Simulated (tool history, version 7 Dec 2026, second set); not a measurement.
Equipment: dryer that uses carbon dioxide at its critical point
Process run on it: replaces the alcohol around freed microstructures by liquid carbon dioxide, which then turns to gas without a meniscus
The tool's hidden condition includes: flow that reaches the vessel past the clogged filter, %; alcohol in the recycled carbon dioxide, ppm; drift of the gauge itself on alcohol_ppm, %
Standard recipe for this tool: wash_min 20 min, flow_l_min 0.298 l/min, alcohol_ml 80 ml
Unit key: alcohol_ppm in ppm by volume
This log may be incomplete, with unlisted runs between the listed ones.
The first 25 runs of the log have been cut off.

| run | day | wash_min | flow_l_min | alcohol_ml | hours of work since the filter was changed | hours of work since the purifier's bed was changed | alcohol_ppm |
|---|---|---|---|---|---|---|---|
| 26 | 21.325 | 25 | 0.185 | 107 | 121 | 499 | 3398 |
| 27 | 22.054 | 20 | 0.298 | 79 | 134 | 512 | 966 |
| 28 | 22.858 | 25 | 0.378 | 104 | 150 | 528 | 168 |
|  | 23.483 | inlet filter changed |
| 29 | 23.775 | 25 | 0.378 | 104 | 6 | 544 | 123 |
| 30 | 24.829 | 25 | 0.191 | 27 | 25 | 564 | 615 |
| 31 | 25.529 | 20 | 0.236 | 41 | 39 | 577 | 971 |
| 32 | 26.188 | 20 | 0.236 | 41 | 51 | 590 | 1004 |
| 33 | 26.662 | 20 | 0.424 | 80 | 60 | 599 | 178 |
| 34 | 27.454 | 20 | 0.424 | 80 | 75 | 613 | 180 |
| 35 | 28.021 | 26 | 0.251 | 80 | 86 | 624 | 565 |
| 36 | 29.175 | 20 | 0.298 | 34 | 107 | 646 | 446 |
| 37 | 30.3 | 20 | 0.236 | 67 | 128 | 667 | 2025 |
| 38 | 31.288 | 16 | 0.298 | 80 | 147 | 686 | 2489 |
| 39 | 31.875 | 24 | 0.486 | 80 | 158 | 697 | 106 |
|  | 32.025 | inlet filter changed |
| 40 | 32.396 | 19 | 0.336 | 27 | 7 | 706 | 231 |
| 41 | 32.888 | 20 | 0.306 | 108 | 16 | 715 | 782 |
| 42 | 33.404 | 22 | 0.306 | 108 | 26 | 725 | 525 |
| 43 | 33.942 | 20 | 0.298 | 38 | 36 | 735 | 392 |
| 44 | 34.462 | 20 | 0.298 | 38 | 46 | 745 | 409 |
| 45 | 35.275 | 28 | 0.208 | 22 | 61 | 760 | 333 |
| 46 | 36.375 | 30 | 0.406 | 22 | 82 | 781 | 111 |
| 47 | 37.367 | 30 | 0.406 | 22 | 101 | 799 | 107 |

Here are 4 independent what-if runs from the current tool condition. What would each one return?
| A | 38.483 | 18 | 0.248 | 25 | 122 | 821 | ? |
| B | 38.483 | 20 | 0.193 | 22 | 122 | 821 | ? |
| C | 38.483 | 14 | 0.324 | 48 | 122 | 821 | ? |
| D | 38.483 | 21 | 0.298 | 71 | 122 | 821 | ? |

| run | alcohol_ppm |
|---|---|
| A | 1016 |
| B | 1350 |
| C | 1712 |
| D | 746 |
Without the tool's hidden state the same runs would have given:
| run | alcohol_ppm |
|---|---|
| A | 599 |
| B | 872 |
| C | 1046 |
| D | 356 |

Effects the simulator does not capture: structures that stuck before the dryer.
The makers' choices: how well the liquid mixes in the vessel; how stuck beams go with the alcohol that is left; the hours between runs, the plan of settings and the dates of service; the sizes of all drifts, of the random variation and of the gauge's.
